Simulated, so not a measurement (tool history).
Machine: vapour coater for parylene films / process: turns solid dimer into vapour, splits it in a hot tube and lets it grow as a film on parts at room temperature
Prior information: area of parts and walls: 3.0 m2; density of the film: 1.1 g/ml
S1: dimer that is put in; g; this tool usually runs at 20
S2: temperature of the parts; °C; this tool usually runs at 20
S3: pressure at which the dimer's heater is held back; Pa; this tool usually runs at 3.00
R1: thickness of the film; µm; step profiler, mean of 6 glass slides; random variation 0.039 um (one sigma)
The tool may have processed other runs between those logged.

run 1 hour=0.0 | S1=20 S2=20 S3=3.00 | R1=4.03
run 2 hour=13.4 | S1=20 S2=20 S3=3.00 | R1=4.06
run 3 hour=24.5 | S1=20 S2=20 S3=3.00 | R1=3.98
run 4 hour=40.6 | S1=20 S2=20 S3=3.00 | R1=3.96
run 5 hour=62.0 | S1=20 S2=22 S3=3.00 | R1=3.57
run 6 hour=80.1 | S1=20 S2=13 S3=2.20 | R1=5.63
run 7 hour=96.8 | S1=20 S2=26 S3=2.20 | R1=3.14
-- hour=101.9 trap's valve overhauled
run 8 hour=123.8 | S1=25 S2=25 S3=7.64 | R1=3.21
run 9 hour=146.4 | S1=25 S2=25 S3=7.64 | R1=3.27
run 10 hour=167.0 | S1=11 S2=13 S3=7.64 | R1=2.41

How would selected steps in R1 from run to run divide? Give the signed amount a tool lacking its hidden state would still show from settings, what came in and random variation, and the signed amount left for the hidden state, including any gauge scatter that is not in both of the compared results.
What the log doesn't record here: vapour lost through the trap's worn valve, %; true temperature of the parts over the reading, C; drift of the gauge itself on film_um, %.
Run 6 -> 7: S2 13 -> 26. R1 -2.49 µm: hidden state +0.08, all else -2.57.
Run 7 -> 8: S1 20 -> 25, S2 26 -> 25, S3 2.20 -> 7.64, trap's valve overhauled. R1 +0.07 µm: hidden state -0.14, all else +0.21.
